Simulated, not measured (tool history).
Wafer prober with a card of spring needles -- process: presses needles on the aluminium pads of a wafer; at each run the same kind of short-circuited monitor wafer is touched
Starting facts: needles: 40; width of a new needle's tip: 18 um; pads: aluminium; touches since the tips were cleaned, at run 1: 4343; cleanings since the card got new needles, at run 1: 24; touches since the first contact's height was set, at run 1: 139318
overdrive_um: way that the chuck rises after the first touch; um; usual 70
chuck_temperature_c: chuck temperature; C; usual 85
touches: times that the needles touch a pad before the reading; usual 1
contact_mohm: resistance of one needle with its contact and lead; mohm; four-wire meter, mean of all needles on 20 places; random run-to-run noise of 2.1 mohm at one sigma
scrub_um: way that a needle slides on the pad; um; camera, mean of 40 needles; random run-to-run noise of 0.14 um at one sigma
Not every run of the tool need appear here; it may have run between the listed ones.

run	hour	overdrive_um	chuck_temperature_c	touches	touches since the tips were cleaned	cleanings since the card got new needles	touches since the first contact's height was set	contact_mohm	scrub_um
1	0.0	70	85	1	4343	24	139318	277	16.42
# hour 2.4: tips cleaned on abrasive film
# hour 16.4: tips cleaned on abrasive film
2	26.0	70	85	1	3552	26	148888	274	16.25
# hour 31.0: tips cleaned on abrasive film
# hour 45.1: tips cleaned on abrasive film
3	49.7	70	85	2	1710	28	157632	250	16.34
# hour 58.2: tips cleaned on abrasive film
4	66.0	55	85	2	2892	29	163634	272	12.54
# hour 67.8: height of the first contact set anew
# hour 74.0: tips cleaned on abrasive film
5	84.5	70	85	1	3890	30	6166	277	15.54
# hour 89.2: tips cleaned on abrasive film
# hour 102.0: tips cleaned on abrasive film
# hour 114.9: tips cleaned on abrasive film
6	116.3	70	85	1	500	33	17859	249	15.51
# hour 128.6: tips cleaned on abrasive film
# hour 141.7: tips cleaned on abrasive film
7	144.8	70	60	1	1147	35	28373	255	15.78
# hour 154.6: tips cleaned on abrasive film
# hour 168.5: tips cleaned on abrasive film
8	169.8	71	35	1	462	37	37570	233	15.67
# hour 182.3: tips cleaned on abrasive film
# hour 191.1: height of the first contact set anew, once more
# hour 196.4: tips cleaned on abrasive film
9	197.6	70	116	1	445	39	2399	248	17.11
# hour 210.1: tips cleaned on abrasive film
# hour 223.6: tips cleaned on abrasive film
10	224.8	87	73	1	442	41	12399	233	21.35

Difference, measured minus no-hidden-state, one row per run. Run-to-run variation is common to both terms; the gauge's own scatter need not be:
The hidden state here: debris on the tips, nm; way that the needles fall short of the set height, um; tips' diameter, um; drift of the gauge itself on contact_mohm, %; drift of the gauge itself on scrub_um, %.
run	contact_mohm	scrub_um
1	+46	-0.68
2	+44	-0.73
3	+21	-0.78
4	+39	-0.81
5	+50	-1.33
6	+19	-1.40
7	+29	-1.46
8	+18	-1.49
9	+14	-0.03
10	+10	-0.09

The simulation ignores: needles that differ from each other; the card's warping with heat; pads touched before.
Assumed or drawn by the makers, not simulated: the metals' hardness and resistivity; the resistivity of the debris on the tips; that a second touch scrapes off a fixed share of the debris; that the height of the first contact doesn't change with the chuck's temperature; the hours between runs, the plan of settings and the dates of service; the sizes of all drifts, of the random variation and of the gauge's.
